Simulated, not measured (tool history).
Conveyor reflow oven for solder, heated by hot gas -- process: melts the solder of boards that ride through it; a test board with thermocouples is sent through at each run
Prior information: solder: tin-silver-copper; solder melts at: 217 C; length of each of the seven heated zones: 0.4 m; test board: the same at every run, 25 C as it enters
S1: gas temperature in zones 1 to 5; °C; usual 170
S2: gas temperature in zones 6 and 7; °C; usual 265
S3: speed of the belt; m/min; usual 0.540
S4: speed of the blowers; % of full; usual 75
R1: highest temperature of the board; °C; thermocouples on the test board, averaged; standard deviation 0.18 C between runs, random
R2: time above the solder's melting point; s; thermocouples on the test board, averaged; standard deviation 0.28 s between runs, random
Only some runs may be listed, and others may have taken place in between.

run 1 hour=0.0 | S1=170 S2=265 S3=0.540 S4=75 | R1=252.4 R2=66.2
run 2 hour=14.0 | S1=182 S2=265 S3=0.540 S4=75 | R1=254.0 R2=72.8
run 3 hour=26.2 | S1=171 S2=265 S3=0.540 S4=75 | R1=252.2 R2=66.6
run 4 hour=43.4 | S1=171 S2=265 S3=0.540 S4=75 | R1=252.5 R2=66.7
run 5 hour=55.4 | S1=171 S2=265 S3=0.540 S4=75 | R1=252.2 R2=66.4
run 6 hour=67.0 | S1=171 S2=265 S3=0.540 S4=75 | R1=252.4 R2=65.8
-- hour=73.9 flux residue cleaned out of gas plates and filters
run 7 hour=85.1 | S1=165 S2=265 S3=0.514 S4=84 | R1=253.3 R2=69.1
run 8 hour=94.9 | S1=169 S2=265 S3=0.540 S4=81 | R1=251.8 R2=65.6
run 9 hour=111.1 | S1=170 S2=273 S3=0.540 S4=54 | R1=252.3 R2=64.6
run 10 hour=133.1 | S1=170 S2=273 S3=0.540 S4=54 | R1=252.6 R2=64.0
run 11 hour=143.4 | S1=168 S2=257 S3=0.540 S4=89 | R1=245.9 R2=60.0
run 12 hour=156.7 | S1=168 S2=257 S3=0.540 S4=89 | R1=246.1 R2=60.3

Branching from run 12: 4 alternative next runs. What would each branch give?
-- hour=181.7 flux residue cleaned out of gas plates and filters, once more
run A hour=183.7 | S1=182 S2=257 S3=0.484 S4=87 | R1=? R2=?
-- hour=181.7 flux residue cleaned out of gas plates and filters, once more
run B hour=183.7 | S1=182 S2=255 S3=0.515 S4=89 | R1=? R2=?
-- hour=181.7 flux residue cleaned out of gas plates and filters, once more
run C hour=183.7 | S1=173 S2=257 S3=0.584 S4=89 | R1=? R2=?
-- hour=181.7 flux residue cleaned out of gas plates and filters, once more
run D hour=183.7 | S1=170 S2=265 S3=0.540 S4=81 | R1=? R2=?

run=A R1=252.5 R2=83.2
run=B R1=250.2 R2=75.4
run=C R1=248.2 R2=61.0
run=D R1=255.5 R2=70.5
With no hidden state in the tool, these same runs would have given:
run=A R1=251.4 R2=81.9
run=B R1=249.1 R2=74.0
run=C R1=247.2 R2=59.7
run=D R1=254.4 R2=69.2

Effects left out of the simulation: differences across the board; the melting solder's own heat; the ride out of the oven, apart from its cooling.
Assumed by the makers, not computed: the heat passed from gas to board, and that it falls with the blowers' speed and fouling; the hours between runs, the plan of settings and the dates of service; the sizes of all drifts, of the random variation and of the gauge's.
